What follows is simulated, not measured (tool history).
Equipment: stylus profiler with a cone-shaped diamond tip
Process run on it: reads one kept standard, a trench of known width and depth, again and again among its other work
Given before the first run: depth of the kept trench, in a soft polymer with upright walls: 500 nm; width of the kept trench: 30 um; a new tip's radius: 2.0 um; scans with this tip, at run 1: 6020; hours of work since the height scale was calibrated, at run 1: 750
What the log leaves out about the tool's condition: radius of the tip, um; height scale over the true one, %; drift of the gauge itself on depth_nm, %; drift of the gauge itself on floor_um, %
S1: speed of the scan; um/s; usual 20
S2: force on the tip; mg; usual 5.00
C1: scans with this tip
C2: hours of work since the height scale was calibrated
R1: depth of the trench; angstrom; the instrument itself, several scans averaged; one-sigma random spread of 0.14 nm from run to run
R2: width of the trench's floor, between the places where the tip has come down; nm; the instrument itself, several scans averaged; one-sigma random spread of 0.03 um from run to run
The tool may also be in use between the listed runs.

| run | hour | S1 | S2 | C1 | C2 | R1 | R2 |
|---|---|---|---|---|---|---|---|
| 1 | 0.0 | 20 | 5.00 | 6020 | 750 | 5031.9 | 26560 |
| 2 | 84.1 | 20 | 5.00 | 6434 | 802 | 5027.3 | 26500 |
| 3 | 153.0 | 20 | 5.00 | 6773 | 844 | 5028.9 | 26430 |
| 4 | 240.9 | 20 | 5.00 | 7205 | 898 | 5026.3 | 26410 |
| 5 | 316.6 | 20 | 5.00 | 7578 | 945 | 5025.0 | 26380 |
| 6 | 410.5 | 20 | 5.00 | 8040 | 1002 | 5025.1 | 26370 |
| 7 | 491.5 | 20 | 6.89 | 8439 | 1052 | 5032.2 | 26300 |
| 8 | 575.0 | 20 | 6.89 | 8849 | 1103 | 5035.1 | 26210 |
| 9 | 668.1 | 17 | 5.00 | 9308 | 1160 | 5022.3 | 26230 |
| 10 | 728.7 | 53 | 5.00 | 9606 | 1198 | 5022.0 | 26040 |
| 11 | 783.1 | 45 | 5.00 | 9874 | 1231 | 5022.4 | 26050 |
| 12 | 832.2 | 45 | 5.00 | 10115 | 1261 | 5021.8 | 26020 |
| 13 | 923.8 | 20 | 3.04 | 10566 | 1317 | 5005.2 | 26030 |
| 14 | 1017.5 | 10 | 10.99 | 11027 | 1375 | 5048.9 | 26130 |
| 15 | 1068.9 | 35 | 9.64 | 11280 | 1406 | 5043.3 | 26010 |
| 16 | 1110.5 | 9 | 6.58 | 11485 | 1432 | 5027.4 | 26080 |
| 17 | 1151.8 | 17 | 1.78 | 11688 | 1457 | 4994.6 | 25950 |
| 18 | 1216.9 | 6 | 7.87 | 12009 | 1497 | 5030.2 | 26010 |
| 19 | 1294.7 | 44 | 14.89 | 12391 | 1545 | 5058.6 | 25870 |
| 20 | 1376.1 | 62 | 11.75 | 12792 | 1595 | 5047.3 | 25760 |
| 21 | 1424.8 | 6 | 3.61 | 13032 | 1625 | 5005.9 | 25930 |
|  | 1460.0 | height scale calibrated on a step standard |
| 22 | 1516.8 | 44 | 2.93 | 13482 | 35 | 5030.6 | 25630 |
| 23 | 1608.1 | 44 | 2.93 | 13932 | 91 | 5027.6 | 25600 |
| 24 | 1688.3 | 44 | 2.93 | 14326 | 140 | 5027.5 | 25580 |

Below are 3 alternative next runs, each starting from the tool's condition after run 24. Predict each:
| A | 1778.5 | 47 | 7.71 | 14770 | 195 | ? | ? |
| B | 1778.5 | 44 | 3.15 | 14770 | 195 | ? | ? |
| C | 1778.5 | 35 | 2.93 | 14770 | 195 | ? | ? |

| run | R1 | R2 |
|---|---|---|
| A | 5055.8 | 25590 |
| B | 5025.4 | 25580 |
| C | 5025.9 | 25560 |
Had the tool no hidden state, the same runs would have come out as:
| run | R1 | R2 |
|---|---|---|
| A | 5058.7 | 27150 |
| B | 5028.3 | 27140 |
| C | 5028.8 | 27120 |
